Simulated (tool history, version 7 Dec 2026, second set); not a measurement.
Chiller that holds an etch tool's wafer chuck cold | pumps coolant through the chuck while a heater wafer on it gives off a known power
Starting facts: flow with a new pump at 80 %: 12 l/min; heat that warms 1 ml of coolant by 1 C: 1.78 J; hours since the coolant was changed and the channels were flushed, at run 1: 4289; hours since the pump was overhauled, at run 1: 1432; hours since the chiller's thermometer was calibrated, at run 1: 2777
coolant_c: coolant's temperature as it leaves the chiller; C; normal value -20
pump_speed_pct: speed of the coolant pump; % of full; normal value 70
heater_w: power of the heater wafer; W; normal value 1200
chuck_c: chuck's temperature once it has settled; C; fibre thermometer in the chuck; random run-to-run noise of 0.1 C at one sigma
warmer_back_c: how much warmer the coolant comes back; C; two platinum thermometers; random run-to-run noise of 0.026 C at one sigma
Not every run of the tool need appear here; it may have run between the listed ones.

run	day	coolant_c	pump_speed_pct	heater_w	hours since the coolant was changed and the channels were flushed	hours since the pump was overhauled	hours since the chiller's thermometer was calibrated	chuck_c	warmer_back_c
1	0.000	-20	70	1200	4289	1432	2777	-3.3	3.89
2	1.267	-20	70	1200	4319	1462	2808	-3.4	3.86
3	2.525	-11	70	1200	4349	1492	2838	5.6	3.90
4	3.433	-11	70	1200	4371	1514	2860	5.7	3.91
5	4.379	-11	70	1200	4394	1537	2882	5.7	3.92
6	5.667	-20	84	1200	4425	1568	2913	-4.9	3.23
7	7.300	-20	84	1200	4464	1607	2952	-5.0	3.25
8	8.338	-22	89	1658	4489	1632	2977	-1.7	4.28
9	9.467	-15	93	673	4516	1659	3004	-6.9	1.63
10	10.179	-19	72	615	4533	1676	3021	-10.4	1.93
11	11.629	-19	72	615	4568	1711	3056	-10.6	1.95
12	12.788	-16	64	1007	4596	1739	3084	-1.3	3.63
13	14.225	-25	79	1472	4630	1773	3119	-6.0	4.28
14	15.417	-24	99	1209	4659	1802	3147	-9.6	2.84

Table of differences, measured result less the result of that run with no hidden state. Run-to-run variation is the same in both. Gauge scatter possibly is not:
The tool's hidden condition here consists of: heat passed by the chuck's channels, % of clean ones'; flow at a given pump speed, % of a new pump's; coolant's true temperature over the reading, C; drift of the gauge itself on chuck_c, C; drift of the gauge itself on warmer_back_c, C.
run	chuck_c	warmer_back_c
1	+2.1	+0.06
2	+2.1	+0.06
3	+2.1	+0.07
4	+2.1	+0.06
5	+2.1	+0.07
6	+2.0	+0.06
7	+2.0	+0.06
8	+2.7	+0.07
9	+1.3	+0.04
10	+1.3	+0.04
11	+1.3	+0.04
12	+2.0	+0.07
13	+2.6	+0.09
14	+2.1	+0.06

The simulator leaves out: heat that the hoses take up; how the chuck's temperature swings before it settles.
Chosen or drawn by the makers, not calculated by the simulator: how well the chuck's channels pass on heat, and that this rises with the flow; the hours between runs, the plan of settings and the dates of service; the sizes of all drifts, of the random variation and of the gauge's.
